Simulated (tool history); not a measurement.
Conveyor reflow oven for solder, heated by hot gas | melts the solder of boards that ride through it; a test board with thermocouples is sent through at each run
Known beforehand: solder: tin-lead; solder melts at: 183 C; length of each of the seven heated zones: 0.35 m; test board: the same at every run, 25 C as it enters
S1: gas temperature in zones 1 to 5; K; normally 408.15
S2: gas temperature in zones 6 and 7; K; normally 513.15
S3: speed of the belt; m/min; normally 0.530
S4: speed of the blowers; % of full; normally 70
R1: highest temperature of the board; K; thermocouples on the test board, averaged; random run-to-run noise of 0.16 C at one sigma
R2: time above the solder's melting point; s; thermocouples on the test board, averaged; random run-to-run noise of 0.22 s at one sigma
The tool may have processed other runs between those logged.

| run | hour | S1 | S2 | S3 | S4 | R1 | R2 |
|---|---|---|---|---|---|---|---|
| 1 | 0.0 | 408.15 | 513.15 | 0.530 | 70 | 495.45 | 62.3 |
| 2 | 13.4 | 408.15 | 513.15 | 0.530 | 70 | 495.35 | 62.5 |
| 3 | 35.0 | 414.15 | 513.15 | 0.530 | 70 | 496.65 | 65.4 |
| 4 | 52.0 | 408.15 | 513.15 | 0.530 | 70 | 495.05 | 62.4 |
| 5 | 72.0 | 408.15 | 504.15 | 0.530 | 70 | 487.95 | 56.1 |
| 6 | 82.2 | 408.15 | 504.15 | 0.530 | 50 | 481.35 | 48.5 |
| 7 | 100.8 | 408.15 | 504.15 | 0.530 | 50 | 481.45 | 48.0 |
| 8 | 110.7 | 408.15 | 504.15 | 0.530 | 50 | 481.55 | 48.5 |
| 9 | 129.4 | 408.15 | 504.15 | 0.530 | 50 | 481.35 | 48.5 |
| 10 | 141.5 | 408.15 | 513.15 | 0.530 | 82 | 497.85 | 64.2 |
| 11 | 155.1 | 408.15 | 516.15 | 0.530 | 70 | 497.65 | 64.5 |
| 12 | 168.6 | 408.15 | 516.15 | 0.530 | 70 | 497.55 | 64.1 |
| 13 | 184.4 | 408.15 | 511.15 | 0.530 | 70 | 493.25 | 60.8 |
| 14 | 201.1 | 408.15 | 513.15 | 0.524 | 70 | 495.45 | 63.5 |
| 15 | 220.2 | 408.15 | 513.15 | 0.423 | 70 | 502.55 | 85.3 |
| 16 | 235.7 | 408.15 | 513.15 | 0.423 | 70 | 502.55 | 85.0 |
|  | 241.1 | belt drive overhauled, speed set with a stopwatch |
|  | 262.4 | flux residue cleaned out of gas plates and filters |
| 17 | 265.8 | 408.15 | 513.15 | 0.423 | 70 | 504.65 | 87.3 |
|  | 276.1 | belt drive overhauled, speed set with a stopwatch, once more |
| 18 | 286.7 | 420.15 | 513.15 | 0.559 | 70 | 497.65 | 64.2 |
| 19 | 308.0 | 397.15 | 513.15 | 0.530 | 51 | 488.45 | 51.4 |
| 20 | 321.6 | 408.15 | 513.15 | 0.486 | 85 | 503.45 | 73.5 |
| 21 | 341.1 | 408.15 | 513.15 | 0.486 | 85 | 503.35 | 74.1 |
| 22 | 350.6 | 408.15 | 510.15 | 0.530 | 70 | 494.25 | 61.5 |
| 23 | 363.7 | 408.15 | 510.15 | 0.530 | 70 | 494.75 | 61.4 |
| 24 | 383.1 | 408.15 | 510.15 | 0.530 | 70 | 494.45 | 61.6 |
| 25 | 393.4 | 408.15 | 510.15 | 0.530 | 70 | 494.55 | 61.2 |
| 26 | 412.7 | 408.15 | 510.15 | 0.425 | 70 | 501.15 | 83.0 |
| 27 | 427.6 | 408.15 | 502.15 | 0.425 | 77 | 495.25 | 79.1 |
| 28 | 445.2 | 411.15 | 517.15 | 0.425 | 54 | 504.55 | 86.1 |
| 29 | 457.9 | 411.15 | 517.15 | 0.425 | 54 | 504.15 | 85.6 |
| 30 | 471.5 | 411.15 | 521.15 | 0.425 | 54 | 507.75 | 88.4 |
| 31 | 483.2 | 408.15 | 521.15 | 0.425 | 69 | 511.05 | 89.4 |
| 32 | 498.8 | 413.15 | 513.15 | 0.530 | 70 | 497.75 | 65.3 |

Predict each of these 3 candidate next runs independently; none follows another, all start after run 32:
| A | 517.4 | 408.15 | 522.15 | 0.530 | 56 | ? | ? |
| B | 517.4 | 408.15 | 513.15 | 0.608 | 58 | ? | ? |
| C | 517.4 | 408.15 | 513.15 | 0.530 | 54 | ? | ? |

| run | R1 | R2 |
|---|---|---|
| A | 500.05 | 64.4 |
| B | 487.45 | 47.2 |
| C | 491.85 | 59.2 |
Had the tool no hidden state, the same runs would have come out as:
| run | R1 | R2 |
|---|---|---|
| A | 498.85 | 63.4 |
| B | 486.55 | 46.5 |
| C | 490.75 | 58.1 |
